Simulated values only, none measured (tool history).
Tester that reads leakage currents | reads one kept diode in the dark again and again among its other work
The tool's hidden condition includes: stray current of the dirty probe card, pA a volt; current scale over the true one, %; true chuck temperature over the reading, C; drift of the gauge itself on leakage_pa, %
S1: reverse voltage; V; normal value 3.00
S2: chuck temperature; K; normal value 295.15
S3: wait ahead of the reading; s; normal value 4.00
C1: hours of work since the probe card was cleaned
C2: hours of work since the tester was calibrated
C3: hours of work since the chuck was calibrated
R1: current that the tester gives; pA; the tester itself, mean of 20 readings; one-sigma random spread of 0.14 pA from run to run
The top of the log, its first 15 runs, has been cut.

run,hour,S1,S2,S3,C1,C2,C3,R1
16,1336.8,3.00,312.15,4.00,479,204,337,195.12
17,1445.3,3.00,312.15,4.00,557,283,416,196.18
# hour 1514.3: chuck's temperature calibrated, once more
18,1572.6,3.00,295.15,4.00,648,373,42,45.98
19,1664.7,3.00,295.15,4.00,714,440,109,46.30
20,1732.1,3.00,295.15,4.00,763,489,158,46.60
21,1816.9,1.67,310.15,2.14,825,550,219,112.72
22,1927.3,6.45,307.15,0.48,905,630,299,153.81
23,2065.8,6.45,307.15,0.48,1005,730,399,155.60
24,2129.1,19.75,327.15,5.50,1051,776,445,891.25
25,2199.1,3.41,295.15,4.00,1101,827,496,51.34
26,2285.4,3.41,296.15,6.34,1164,889,558,55.81
27,2350.4,3.41,296.15,6.34,1211,936,605,56.01
28,2462.9,3.41,296.15,6.34,1292,1018,687,57.16
29,2554.6,3.00,295.15,1.20,1359,1084,753,50.89
30,2676.9,6.72,321.15,4.00,1447,1173,842,422.78
31,2781.9,1.16,318.15,4.00,1523,1249,918,182.32
32,2917.1,3.00,295.15,0.68,1621,1346,1015,52.91
33,3021.8,3.64,313.15,1.14,1697,1422,1091,204.10
34,3158.1,7.71,330.15,2.27,1795,1521,1190,812.99
35,3295.2,1.40,311.15,4.00,1895,1620,1289,127.55
36,3388.5,2.37,317.15,0.62,1962,1688,1357,232.81

For run 37, what comes out?
37,3511.8,10.12,295.15,4.00,2051,1777,1446,?

{"run 37": {"R1": 91.18}}
Take away the tool's hidden state, keep the run-to-run variation as it was, and the same run would have given R1 69.74 pA.

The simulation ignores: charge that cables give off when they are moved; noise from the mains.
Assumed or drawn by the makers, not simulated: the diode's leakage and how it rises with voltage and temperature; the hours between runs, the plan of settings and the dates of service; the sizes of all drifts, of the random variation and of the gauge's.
